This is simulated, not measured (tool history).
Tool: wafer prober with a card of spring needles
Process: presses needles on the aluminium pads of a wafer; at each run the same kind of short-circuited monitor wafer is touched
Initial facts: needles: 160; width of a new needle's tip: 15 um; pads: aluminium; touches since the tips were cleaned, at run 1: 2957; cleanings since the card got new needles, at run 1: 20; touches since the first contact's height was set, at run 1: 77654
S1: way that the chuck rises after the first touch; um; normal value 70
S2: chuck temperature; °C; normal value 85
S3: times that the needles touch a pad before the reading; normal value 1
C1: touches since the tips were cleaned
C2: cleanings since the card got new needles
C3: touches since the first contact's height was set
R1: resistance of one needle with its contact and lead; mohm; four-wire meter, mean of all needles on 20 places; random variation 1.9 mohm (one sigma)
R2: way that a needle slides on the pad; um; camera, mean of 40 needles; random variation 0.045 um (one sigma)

Run 1, hour 0.0: usual settings; C1 2957; C2 20; C3 77654. Result: R1 211 mohm, R2 15.23 um.
At hour 1.2: tips cleaned on abrasive film.
At hour 5.9: tips cleaned on abrasive film.
At hour 11.7: tips cleaned on abrasive film.
At hour 17.5: tips cleaned on abrasive film.
At hour 23.3: tips cleaned on abrasive film.
At hour 29.0: tips cleaned on abrasive film.
At hour 33.7: tips cleaned on abrasive film.
At hour 38.9: tips cleaned on abrasive film.
Run 2, hour 38.9: usual settings but S1 85 um; C1 0; C2 28; C3 103682. Result: R1 210 mohm, R2 18.36 um.
At hour 44.6: tips cleaned on abrasive film.
At hour 50.4: tips cleaned on abrasive film.
At hour 56.2: tips cleaned on abrasive film.
At hour 60.9: tips cleaned on abrasive film.
At hour 65.5: tips cleaned on abrasive film.
At hour 71.3: tips cleaned on abrasive film.
At hour 77.1: tips cleaned on abrasive film.
At hour 81.8: tips cleaned on abrasive film.
At hour 86.4: tips cleaned on abrasive film.
Run 3, hour 89.0: usual settings but S1 85 um; C1 1801; C2 37; C3 137384. Result: R1 208 mohm, R2 18.40 um.
At hour 91.4: tips cleaned on abrasive film.
At hour 97.2: tips cleaned on abrasive film.
At hour 103.0: tips cleaned on abrasive film.
At hour 108.8: tips cleaned on abrasive film.
At hour 114.6: tips cleaned on abrasive film.
At hour 120.4: tips cleaned on abrasive film.
At hour 126.2: tips cleaned on abrasive film.
At hour 126.5: height of the first contact set anew.
At hour 132.2: tips cleaned on abrasive film.
At hour 138.0: tips cleaned on abrasive film.
At hour 142.7: tips cleaned on abrasive film.
At hour 148.5: tips cleaned on abrasive film.
Run 4, hour 150.2: usual settings; C1 1155; C2 48; C3 15939. Result: R1 206 mohm, R2 15.20 um.
At hour 153.7: tips cleaned on abrasive film.
At hour 159.5: tips cleaned on abrasive film.
At hour 164.1: tips cleaned on abrasive film.
At hour 169.9: tips cleaned on abrasive film.
At hour 174.6: tips cleaned on abrasive film.
At hour 180.4: tips cleaned on abrasive film.
At hour 185.0: tips cleaned on abrasive film.
At hour 189.7: tips cleaned on abrasive film.
At hour 195.4: tips cleaned on abrasive film.
At hour 200.1: tips cleaned on abrasive film.
Run 5, hour 203.3: usual settings; C1 2177; C2 58; C3 51576. Result: R1 205 mohm, R2 15.22 um.
At hour 205.7: tips cleaned on abrasive film.
At hour 211.4: tips cleaned on abrasive film.
At hour 217.2: tips cleaned on abrasive film.
At hour 223.0: tips cleaned on abrasive film.
At hour 228.8: tips cleaned on abrasive film.
At hour 234.6: tips cleaned on abrasive film.
At hour 240.4: tips cleaned on abrasive film.
At hour 245.0: tips cleaned on abrasive film.
At hour 250.8: tips cleaned on abrasive film.
Run 6, hour 253.0: usual settings; C1 1500; C2 67; C3 84977. Result: R1 204 mohm, R2 15.14 um.
At hour 256.5: tips cleaned on abrasive film.
At hour 261.2: tips cleaned on abrasive film.
At hour 267.0: tips cleaned on abrasive film.
At hour 271.6: tips cleaned on abrasive film.
At hour 277.4: tips cleaned on abrasive film.
At hour 283.2: tips cleaned on abrasive film.
At hour 289.0: tips cleaned on abrasive film.
At hour 294.8: tips cleaned on abrasive film.
At hour 299.4: tips cleaned on abrasive film.
At hour 304.1: tips cleaned on abrasive film.
Run 7, hour 304.1: usual settings; C1 0; C2 77; C3 119234. Result: R1 210 mohm, R2 15.28 um.
At hour 308.8: tips cleaned on abrasive film.
At hour 314.6: tips cleaned on abrasive film.
At hour 320.4: tips cleaned on abrasive film.
At hour 325.1: tips cleaned on abrasive film.
At hour 330.8: tips cleaned on abrasive film.
At hour 335.5: tips cleaned on abrasive film.
Run 8, hour 339.7: usual settings; C1 2889; C2 83; C3 143163. Result: R1 208 mohm, R2 15.16 um.
At hour 341.0: tips cleaned on abrasive film.
At hour 345.6: tips cleaned on abrasive film.
At hour 350.3: tips cleaned on abrasive film.
At hour 356.0: tips cleaned on abrasive film.
At hour 361.8: tips cleaned on abrasive film.
At hour 367.6: tips cleaned on abrasive film.
At hour 369.1: height of the first contact set anew.
At hour 373.7: tips cleaned on abrasive film.
At hour 379.5: tips cleaned on abrasive film.
At hour 384.2: tips cleaned on abrasive film.
At hour 389.9: tips cleaned on abrasive film.
At hour 395.7: tips cleaned on abrasive film.
At hour 400.4: tips cleaned on abrasive film.
At hour 405.8: tips cleaned on abrasive film.
Run 9, hour 405.8: usual settings; C1 0; C2 96; C3 24613. Result: R1 206 mohm, R2 15.13 um.
At hour 410.4: tips cleaned on abrasive film.
At hour 416.2: tips cleaned on abrasive film.
At hour 422.0: tips cleaned on abrasive film.
At hour 427.8: tips cleaned on abrasive film.
At hour 432.4: tips cleaned on abrasive film.
At hour 438.2: tips cleaned on abrasive film.
At hour 442.9: tips cleaned on abrasive film.
At hour 448.7: tips cleaned on abrasive film.
Run 10, hour 449.9: usual settings but S1 57 um; C1 877; C2 104; C3 54280. Result: R1 207 mohm, R2 12.39 um.
At hour 453.4: tips cleaned on abrasive film.
At hour 459.2: tips cleaned on abrasive film.
At hour 465.0: tips cleaned on abrasive film.
At hour 470.8: tips cleaned on abrasive film.
At hour 476.6: tips cleaned on abrasive film.
At hour 482.4: tips cleaned on abrasive film.
At hour 488.2: tips cleaned on abrasive film.
At hour 494.0: tips cleaned on abrasive film.
At hour 499.8: tips cleaned on abrasive film.
At hour 505.6: tips cleaned on abrasive film.
At hour 511.3: tips cleaned on abrasive film.
At hour 516.0: tips cleaned on abrasive film.
Run 11, hour 520.2: usual settings but S1 81 um, S2 53 °C; C1 2881; C2 116; C3 101508. Result: R1 202 mohm, R2 17.64 um.
At hour 521.4: tips cleaned on abrasive film.
At hour 527.2: tips cleaned on abrasive film.
At hour 531.9: tips cleaned on abrasive film.
At hour 537.7: tips cleaned on abrasive film.
At hour 542.3: tips cleaned on abrasive film.
At hour 548.1: tips cleaned on abrasive film.
At hour 553.9: tips cleaned on abrasive film.
At hour 558.6: tips cleaned on abrasive film.
At hour 564.3: tips cleaned on abrasive film.
At hour 570.1: tips cleaned on abrasive film.
At hour 575.9: tips cleaned on abrasive film.
At hour 581.7: tips cleaned on abrasive film.
At hour 587.5: tips cleaned on abrasive film.
At hour 593.3: tips cleaned on abrasive film.
At hour 599.1: tips cleaned on abrasive film.
Run 12, hour 599.8: usual settings but S1 58 um, S2 83 °C; C1 515; C2 131; C3 154933. Result: R1 210 mohm, R2 12.71 um.
At hour 604.5: tips cleaned on abrasive film.
At hour 610.3: tips cleaned on abrasive film.
At hour 611.7: height of the first contact set anew.
At hour 616.4: tips cleaned on abrasive film.
At hour 622.2: tips cleaned on abrasive film.
At hour 627.9: tips cleaned on abrasive film.
At hour 632.6: tips cleaned on abrasive film.
At hour 638.4: tips cleaned on abrasive film.
At hour 643.0: tips cleaned on abrasive film.
At hour 648.8: tips cleaned on abrasive film.
At hour 654.6: tips cleaned on abrasive film.
Run 13, hour 655.2: usual settings but S1 58 um, S2 90 °C, S3 2; C1 426; C2 141; C3 29215. Result: R1 210 mohm, R2 12.60 um.
At hour 659.9: tips cleaned on abrasive film.
At hour 664.5: tips cleaned on abrasive film.
At hour 670.3: tips cleaned on abrasive film.
At hour 676.1: tips cleaned on abrasive film.
At hour 681.9: tips cleaned on abrasive film.
At hour 687.7: tips cleaned on abrasive film.
At hour 692.3: tips cleaned on abrasive film.
At hour 698.1: tips cleaned on abrasive film.
At hour 703.9: tips cleaned on abrasive film.
At hour 708.6: tips cleaned on abrasive film.
At hour 714.4: tips cleaned on abrasive film.
At hour 720.2: tips cleaned on abrasive film.
Run 14, hour 720.4: usual settings but S1 58 um, S2 33 °C, S3 2; C1 152; C2 153; C3 72940. Result: R1 199 mohm, R2 12.62 um.
At hour 725.0: tips cleaned on abrasive film.
At hour 730.8: tips cleaned on abrasive film.
At hour 736.6: tips cleaned on abrasive film.
At hour 742.4: tips cleaned on abrasive film.
At hour 748.2: tips cleaned on abrasive film.
At hour 754.0: tips cleaned on abrasive film.
At hour 758.6: tips cleaned on abrasive film.
At hour 764.4: tips cleaned on abrasive film.
At hour 770.2: tips cleaned on abrasive film.
At hour 774.9: tips cleaned on abrasive film.
Run 15, hour 776.3: usual settings but S1 58 um, S2 33 °C, S3 2; C1 1002; C2 163; C3 110513. Result: R1 198 mohm, R2 12.59 um.
At hour 779.8: tips cleaned on abrasive film.
At hour 785.6: tips cleaned on abrasive film.
At hour 790.3: tips cleaned on abrasive film.
At hour 796.1: tips cleaned on abrasive film.
At hour 801.9: tips cleaned on abrasive film.
At hour 806.5: tips cleaned on abrasive film.
At hour 812.3: tips cleaned on abrasive film.
At hour 818.1: tips cleaned on abrasive film.
Run 16, hour 820.8: usual settings but S2 81 °C; C1 1822; C2 171; C3 140346. Result: R1 205 mohm, R2 15.21 um.
At hour 823.1: tips cleaned on abrasive film.
At hour 827.8: tips cleaned on abrasive film.
At hour 833.6: tips cleaned on abrasive film.
At hour 838.2: tips cleaned on abrasive film.
At hour 844.0: tips cleaned on abrasive film.
At hour 849.8: tips cleaned on abrasive film.
At hour 853.5: height of the first contact set anew.
At hour 855.9: tips cleaned on abrasive film.
At hour 860.5: tips cleaned on abrasive film.
At hour 866.3: tips cleaned on abrasive film.
Run 17, hour 869.5: usual settings but S1 88 um; C1 2162; C2 180; C3 10721. Result: R1 207 mohm, R2 19.21 um.

Predict the results of run 18:
At hour 871.9: tips cleaned on abrasive film.
At hour 877.7: tips cleaned on abrasive film.
At hour 883.4: tips cleaned on abrasive film.
At hour 888.1: tips cleaned on abrasive film.
At hour 893.9: tips cleaned on abrasive film.
At hour 899.7: tips cleaned on abrasive film.
At hour 905.5: tips cleaned on abrasive film.
At hour 911.3: tips cleaned on abrasive film.
At hour 915.9: tips cleaned on abrasive film.
At hour 921.7: tips cleaned on abrasive film.
Run 18, hour 922.1: usual settings but S1 88 um; C1 304; C2 190; C3 46040. Result: R1 ?, R2 ?.

R1: 206 mohm
R2: 19.17 um
Had the tool carried no hidden state, the very same run would have given R1 206 mohm, R2 19.01 um.

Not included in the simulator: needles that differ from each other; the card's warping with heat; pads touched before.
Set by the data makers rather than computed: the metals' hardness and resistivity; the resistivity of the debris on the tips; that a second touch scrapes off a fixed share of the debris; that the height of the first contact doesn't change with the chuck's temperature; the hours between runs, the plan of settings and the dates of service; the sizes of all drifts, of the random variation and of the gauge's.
